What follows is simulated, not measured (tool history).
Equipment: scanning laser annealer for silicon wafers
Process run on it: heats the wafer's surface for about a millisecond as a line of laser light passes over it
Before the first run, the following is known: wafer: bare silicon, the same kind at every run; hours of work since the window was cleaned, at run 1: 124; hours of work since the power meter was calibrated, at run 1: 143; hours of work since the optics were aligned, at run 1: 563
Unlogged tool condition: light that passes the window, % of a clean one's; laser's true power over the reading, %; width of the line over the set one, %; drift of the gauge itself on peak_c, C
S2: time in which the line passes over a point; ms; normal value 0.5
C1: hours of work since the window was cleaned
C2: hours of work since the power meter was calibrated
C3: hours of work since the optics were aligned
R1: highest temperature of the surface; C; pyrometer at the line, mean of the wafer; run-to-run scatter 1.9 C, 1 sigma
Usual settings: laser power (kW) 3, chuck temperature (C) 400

{"run": 1, "day": 0.0, "laser power (kW)": 3, "S2": 0.5, "chuck temperature (C)": 400, "C1": 124, "C2": 143, "C3": 563, "R1": 1143}
{"run": 2, "day": 0.683, "laser power (kW)": 3, "S2": 0.5, "chuck temperature (C)": 400, "C1": 134, "C2": 153, "C3": 573, "R1": 1145}
{"run": 3, "day": 1.3, "laser power (kW)": 3, "S2": 0.5, "chuck temperature (C)": 400, "C1": 143, "C2": 163, "C3": 582, "R1": 1145}
{"run": 4, "day": 1.933, "laser power (kW)": 3, "S2": 0.5, "chuck temperature (C)": 400, "C1": 153, "C2": 172, "C3": 592, "R1": 1145}
{"run": 5, "day": 2.721, "laser power (kW)": 3, "S2": 0.5, "chuck temperature (C)": 400, "C1": 165, "C2": 184, "C3": 604, "R1": 1143}
{"run": 6, "day": 3.121, "laser power (kW)": 3, "S2": 0.5, "chuck temperature (C)": 400, "C1": 170, "C2": 190, "C3": 609, "R1": 1141}
{"run": 7, "day": 3.825, "laser power (kW)": 3, "S2": 0.5, "chuck temperature (C)": 400, "C1": 181, "C2": 200, "C3": 620, "R1": 1142}
{"run": 8, "day": 4.554, "laser power (kW)": 3, "S2": 0.5, "chuck temperature (C)": 400, "C1": 192, "C2": 211, "C3": 631, "R1": 1138}
{"run": 9, "day": 5.0, "laser power (kW)": 3, "S2": 0.5, "chuck temperature (C)": 400, "C1": 198, "C2": 218, "C3": 637, "R1": 1139}
{"run": 10, "day": 5.358, "laser power (kW)": 3, "S2": 0.5, "chuck temperature (C)": 400, "C1": 204, "C2": 223, "C3": 643, "R1": 1139}
{"run": 11, "day": 5.921, "laser power (kW)": 3, "S2": 0.5, "chuck temperature (C)": 378, "C1": 212, "C2": 231, "C3": 651, "R1": 1118}
{"run": 12, "day": 6.492, "laser power (kW)": 3.258, "S2": 0.5, "chuck temperature (C)": 400, "C1": 221, "C2": 240, "C3": 660, "R1": 1197}
{"run": 13, "day": 7.3, "laser power (kW)": 3.258, "S2": 0.5, "chuck temperature (C)": 400, "C1": 233, "C2": 252, "C3": 672, "R1": 1193}
{"run": 14, "day": 8.083, "laser power (kW)": 3.258, "S2": 0.5, "chuck temperature (C)": 400, "C1": 244, "C2": 264, "C3": 683, "R1": 1197}
{"day": 8.225, "done": "window over the wafer cleaned"}
{"run": 15, "day": 8.508, "laser power (kW)": 3.258, "S2": 0.5, "chuck temperature (C)": 400, "C1": 4, "C2": 269, "C3": 688, "R1": 1194}
{"run": 16, "day": 9.204, "laser power (kW)": 3.258, "S2": 0.5, "chuck temperature (C)": 400, "C1": 15, "C2": 279, "C3": 699, "R1": 1191}
{"run": 17, "day": 9.746, "laser power (kW)": 2.676, "S2": 0.524, "chuck temperature (C)": 381, "C1": 23, "C2": 287, "C3": 707, "R1": 1056}
{"run": 18, "day": 10.35, "laser power (kW)": 3, "S2": 0.5, "chuck temperature (C)": 429, "C1": 32, "C2": 296, "C3": 716, "R1": 1162}
{"run": 19, "day": 10.921, "laser power (kW)": 3.149, "S2": 0.377, "chuck temperature (C)": 410, "C1": 40, "C2": 305, "C3": 724, "R1": 1069}
{"run": 20, "day": 11.375, "laser power (kW)": 3.149, "S2": 0.377, "chuck temperature (C)": 410, "C1": 47, "C2": 311, "C3": 731, "R1": 1067}
{"day": 11.783, "done": "window over the wafer cleaned, once more"}
{"run": 21, "day": 12.217, "laser power (kW)": 3.149, "S2": 0.377, "chuck temperature (C)": 410, "C1": 6, "C2": 323, "C3": 742, "R1": 1083}
{"run": 22, "day": 12.704, "laser power (kW)": 2.624, "S2": 0.491, "chuck temperature (C)": 379, "C1": 14, "C2": 330, "C3": 750, "R1": 1030}
{"run": 23, "day": 13.367, "laser power (kW)": 2.892, "S2": 0.528, "chuck temperature (C)": 417, "C1": 24, "C2": 340, "C3": 760, "R1": 1160}
{"run": 24, "day": 14.096, "laser power (kW)": 2.892, "S2": 0.528, "chuck temperature (C)": 417, "C1": 34, "C2": 351, "C3": 770, "R1": 1163}
{"run": 25, "day": 14.725, "laser power (kW)": 2.892, "S2": 0.528, "chuck temperature (C)": 417, "C1": 44, "C2": 360, "C3": 780, "R1": 1159}
{"day": 15.071, "done": "optics aligned, line set to its width"}
{"run": 26, "day": 15.3, "laser power (kW)": 2.66, "S2": 0.529, "chuck temperature (C)": 426, "C1": 49, "C2": 365, "C3": 3, "R1": 1123}
{"run": 27, "day": 16.054, "laser power (kW)": 3, "S2": 0.5, "chuck temperature (C)": 376, "C1": 60, "C2": 377, "C3": 15, "R1": 1127}
{"run": 28, "day": 16.408, "laser power (kW)": 3.203, "S2": 0.504, "chuck temperature (C)": 426, "C1": 66, "C2": 382, "C3": 20, "R1": 1229}
{"run": 29, "day": 16.904, "laser power (kW)": 3.016, "S2": 0.537, "chuck temperature (C)": 439, "C1": 73, "C2": 389, "C3": 27, "R1": 1224}

Each row is a separate what-if for the run after 29, all from the same tool condition, not one after another. Results?
{"run": "A", "day": 17.683, "laser power (kW)": 2.739, "S2": 0.5, "chuck temperature (C)": 400, "C1": 85, "C2": 401, "C3": 39, "R1": "?"}
{"run": "B", "day": 17.683, "laser power (kW)": 2.716, "S2": 0.537, "chuck temperature (C)": 389, "C1": 85, "C2": 401, "C3": 39, "R1": "?"}
{"run": "C", "day": 17.683, "laser power (kW)": 3.065, "S2": 0.398, "chuck temperature (C)": 400, "C1": 85, "C2": 401, "C3": 39, "R1": "?"}
{"run": "D", "day": 17.683, "laser power (kW)": 2.665, "S2": 0.52, "chuck temperature (C)": 368, "C1": 85, "C2": 401, "C3": 39, "R1": "?"}

run=A R1=1088
run=B R1=1099
run=C R1=1082
run=D R1=1055
With no hidden state in the tool, these same runs would have given:
run=A R1=1090
run=B R1=1101
run=C R1=1083
run=D R1=1056

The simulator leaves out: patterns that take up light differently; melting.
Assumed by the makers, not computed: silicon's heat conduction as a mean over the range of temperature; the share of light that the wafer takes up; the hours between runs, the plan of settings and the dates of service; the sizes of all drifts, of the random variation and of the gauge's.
